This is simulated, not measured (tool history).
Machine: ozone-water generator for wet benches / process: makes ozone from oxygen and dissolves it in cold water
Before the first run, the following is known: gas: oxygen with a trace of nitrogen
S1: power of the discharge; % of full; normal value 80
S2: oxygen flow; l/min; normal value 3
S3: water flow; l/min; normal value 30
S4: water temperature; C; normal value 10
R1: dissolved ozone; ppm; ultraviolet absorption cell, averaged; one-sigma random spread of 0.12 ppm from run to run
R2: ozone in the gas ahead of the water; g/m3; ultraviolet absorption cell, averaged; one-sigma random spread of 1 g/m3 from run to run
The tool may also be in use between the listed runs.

run	hour	S1	S2	S3	S4	R1	R2
1	0	80	3	30	10	10.5	175.5
2	83.4	80	3	30	10	10.3	175.9
3	168.8	80	3	30	10	10.5	174.5
4	259.8	80	3	30	10	10.3	172
5	381.8	80	3	30	10	10.2	172.6
6	447.4	80	3	30	10	10.3	171.4
7	528.1	80	3	30	10	10.2	172
8	657.2	80	3	21	10	14.5	169.5
9	731.3	80	3	30	10	10.2	169.6
10	825.7	80	3	30	10	10	169.6
11	911.3	80	3	30	10	10.1	168
12	1042.5	80	3	30	10	10.2	167.7
# hour 1055.8: water thermometer calibrated
13	1129.9	80	3	30	10	9.9	170.1
14	1243.9	80	3	30	10	10.1	166.7
# hour 1288.9: contactor cleaned
# hour 1374.1: water thermometer calibrated, once more
15	1382.9	80	3	30	10	10	164.8
16	1445	54	3	30	10	7	116.8
17	1507.5	54	3	30	13	7.2	116.7
18	1621.2	54	3	30	13	7.1	117
19	1689.8	47	2.04	41	7	4.3	134.1
20	1761.1	70	3	31	10	8.5	144.5
21	1832.5	49	3	31	10	6.2	107.6
22	1958.2	74	1.65	20	8	12.6	223.7
23	2036.8	80	3.97	30	10	10	133.8
24	2169.4	60	2.93	30	10	7.6	127.1
25	2285.4	47	2.88	41	10	4.5	105
26	2364.2	80	4.52	26	10	11.1	120.1
27	2489.6	72	1.82	30	10	8	200.7
28	2625.1	58	2.67	30	6	7.3	129
29	2720.9	86	2.11	30	17	9.1	207
30	2826.8	86	2.11	30	17	8.8	207.1
31	2954.1	43	3.23	41	5	4.1	88.6
32	3052.5	96	2.78	30	10	10.7	186.2
33	3142.4	62	2.08	30	10	7.1	157.8
34	3220.1	53	5.15	30	10	7	75.9

Pick out some run-to-run changes in R1. Of each, how much would a tool without hidden state show as well, from the settings, what came in and chance, and how much is left for the hidden state and any gauge scatter not in both results compared?
Hidden state present: yield of the discharge, % of new electrodes'; contactor's efficiency, % of a clean one's; true water temperature over the reading, C; drift of the gauge itself on ozone_ppm, %; drift of the gauge itself on gas_g_m3, %.
Run 21 -> 22: S1 49 -> 74, S2 3 -> 1.65, S3 31 -> 20, S4 10 -> 8. R1 +6.4 ppm: hidden state -1.2, all else +7.6.
Run 25 -> 26: S1 47 -> 80, S2 2.88 -> 4.52, S3 41 -> 26. R1 +6.6 ppm: hidden state -1.3, all else +7.9.
Run 30 -> 31: S1 86 -> 43, S2 2.11 -> 3.23, S3 30 -> 41, S4 17 -> 5. R1 -4.7 ppm: hidden state +1.4, all else -6.1.
Run 31 -> 32: S1 43 -> 96, S2 3.23 -> 2.78, S3 41 -> 30, S4 5 -> 10. R1 +6.6 ppm: hidden state -2.1, all else +8.7.
